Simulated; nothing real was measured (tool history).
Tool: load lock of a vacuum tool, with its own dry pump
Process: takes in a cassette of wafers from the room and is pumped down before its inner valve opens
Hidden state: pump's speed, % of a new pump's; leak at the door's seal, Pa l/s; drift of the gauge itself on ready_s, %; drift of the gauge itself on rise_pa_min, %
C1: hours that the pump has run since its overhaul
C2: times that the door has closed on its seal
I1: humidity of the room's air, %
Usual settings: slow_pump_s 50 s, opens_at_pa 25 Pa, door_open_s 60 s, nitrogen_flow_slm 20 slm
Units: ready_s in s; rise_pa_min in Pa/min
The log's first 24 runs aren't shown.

Run 25, hour 4253: usual settings but slow_pump_s 52 s, opens_at_pa 18 Pa, nitrogen_flow_slm 8 slm; C1 10536; C2 13633; I1 43.3. Result: ready_s 84.6 s, rise_pa_min 0.023 Pa/min.
Run 26, hour 4476.1: usual settings but opens_at_pa 18 Pa, door_open_s 70 s, nitrogen_flow_slm 9 slm; C1 10759; C2 13931; I1 45.2. Result: ready_s 83 s, rise_pa_min 0.029 Pa/min.
Run 27, hour 4693.7: usual settings but slow_pump_s 91 s, opens_at_pa 35 Pa, door_open_s 111 s, nitrogen_flow_slm 21 slm; C1 10976; C2 14221; I1 43.9. Result: ready_s 114.8 s, rise_pa_min 0.021 Pa/min.
Run 28, hour 4805.9: usual settings but slow_pump_s 91 s, opens_at_pa 35 Pa, door_open_s 111 s, nitrogen_flow_slm 21 slm; C1 11089; C2 14371; I1 46.1. Result: ready_s 114.9 s, rise_pa_min 0.022 Pa/min.
Run 29, hour 4914.7: usual settings but slow_pump_s 91 s, opens_at_pa 35 Pa, door_open_s 111 s, nitrogen_flow_slm 21 slm; C1 11197; C2 14516; I1 44.4. Result: ready_s 115.8 s, rise_pa_min 0.024 Pa/min.
Run 30, hour 5072.1: usual settings but slow_pump_s 25 s, opens_at_pa 32 Pa, door_open_s 111 s, nitrogen_flow_slm 21 slm; C1 11355; C2 14726; I1 45.3. Result: ready_s 59.3 s, rise_pa_min 0.019 Pa/min.
Run 31, hour 5290.5: usual settings but slow_pump_s 25 s, opens_at_pa 32 Pa, door_open_s 111 s, nitrogen_flow_slm 21 slm; C1 11573; C2 15017; I1 45.3. Result: ready_s 58.8 s, rise_pa_min 0.021 Pa/min.
Run 32, hour 5426.2: usual settings but slow_pump_s 78 s, opens_at_pa 35 Pa; C1 11709; C2 15198; I1 42. Result: ready_s 103.9 s, rise_pa_min 0.02 Pa/min.
Run 33, hour 5593.1: usual settings but slow_pump_s 100 s, nitrogen_flow_slm 6 slm; C1 11876; C2 15421; I1 43. Result: ready_s 123.6 s, rise_pa_min 0.025 Pa/min.
Run 34, hour 5745.9: usual settings but nitrogen_flow_slm 6 slm; C1 12029; C2 15624; I1 48.3. Result: ready_s 80.9 s, rise_pa_min 0.032 Pa/min.
Run 35, hour 5848.8: usual settings but slow_pump_s 48 s, opens_at_pa 20 Pa, door_open_s 53 s, nitrogen_flow_slm 7 slm; C1 12132; C2 15762; I1 44.3. Result: ready_s 80 s, rise_pa_min 0.026 Pa/min.
Run 36, hour 6021.9: usual settings but door_open_s 215 s, nitrogen_flow_slm 16 slm; C1 12305; C2 15992; I1 44.2. Result: ready_s 81.3 s, rise_pa_min 0.04 Pa/min.

Forecast each of these 4 alternatives for the next run:
Run A, hour 6201.2: usual settings but slow_pump_s 60 s, door_open_s 53 s, nitrogen_flow_slm 6 slm; C1 12484; C2 16232; I1 40.7. Result: ready_s ?, rise_pa_min ?.
Run B, hour 6201.2: usual settings but slow_pump_s 40 s; C1 12484; C2 16232; I1 48.5. Result: ready_s ?, rise_pa_min ?.
Run C, hour 6201.2: usual settings but door_open_s 79 s, nitrogen_flow_slm 16 slm; C1 12484; C2 16232; I1 43.9. Result: ready_s ?, rise_pa_min ?.
Run D, hour 6201.2: usual settings but slow_pump_s 52 s, door_open_s 85 s, nitrogen_flow_slm 16 slm; C1 12484; C2 16232; I1 43.7. Result: ready_s ?, rise_pa_min ?.

run  ready_s  rise_pa_min
  A     89.6        0.022
  B     72.6        0.015
  C     80.7        0.016
  D     83.9        0.022
Without the tool's hidden state the same runs would have given:
run  ready_s  rise_pa_min
  A     89.6        0.022
  B     72.6        0.015
  C     80.7        0.016
  D     83.9        0.022
